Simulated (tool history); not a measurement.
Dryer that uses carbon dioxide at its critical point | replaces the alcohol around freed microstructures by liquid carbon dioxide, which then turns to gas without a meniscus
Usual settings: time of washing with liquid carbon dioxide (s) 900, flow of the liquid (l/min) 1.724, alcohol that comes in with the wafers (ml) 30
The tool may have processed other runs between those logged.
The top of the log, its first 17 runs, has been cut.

run	hour	time of washing with liquid carbon dioxide (s)	flow of the liquid (l/min)	alcohol that comes in with the wafers (ml)	hours of work since the filter was changed	hours of work since the purifier's bed was changed	alcohol left in the vessel before it's heated (ppm by volume)
18	186.6	900	1.724	30	388	178	110
19	197.7	900	1.724	30	393	183	105
20	206	900	1.724	30	398	188	105
21	216.2	900	1.724	30	403	193	108
22	228.1	900	1.724	30	409	199	115
23	239	900	1.724	30	414	204	106
24	252.3	840	2.91	24	421	211	76
25	258.8	960	2.15	23	424	214	84
26	268.1	960	1.45	23	429	219	134
27	274.5	720	1.38	99	432	222	959
28	285.9	720	1.38	99	438	228	999
29	297.1	720	1.38	99	444	234	986
30	309.4	900	1.724	42	450	240	151
31	317.3	900	1.724	42	454	244	149
32	330.9	1020	1.85	69	461	251	120
33	341.7	600	1.94	32	466	256	273
34	349.1	1200	1.85	21	470	260	90
35	356.2	1200	1.71	30	474	264	99
36	370.1	1020	1.6	26	481	271	126
37	380.2	1020	1.6	26	486	276	123
38	393.8	900	1.724	29	493	283	148

Estimate the outcome of run 39 from the log above:
39	404.4	540	1.84	118	498	288	?

{"run 39": {"alcohol left in the vessel before it's heated (ppm by volume)": 1289}}
The same run, on a tool lacking any hidden state, would have yielded alcohol left in the vessel before it's heated (ppm by volume) 788.
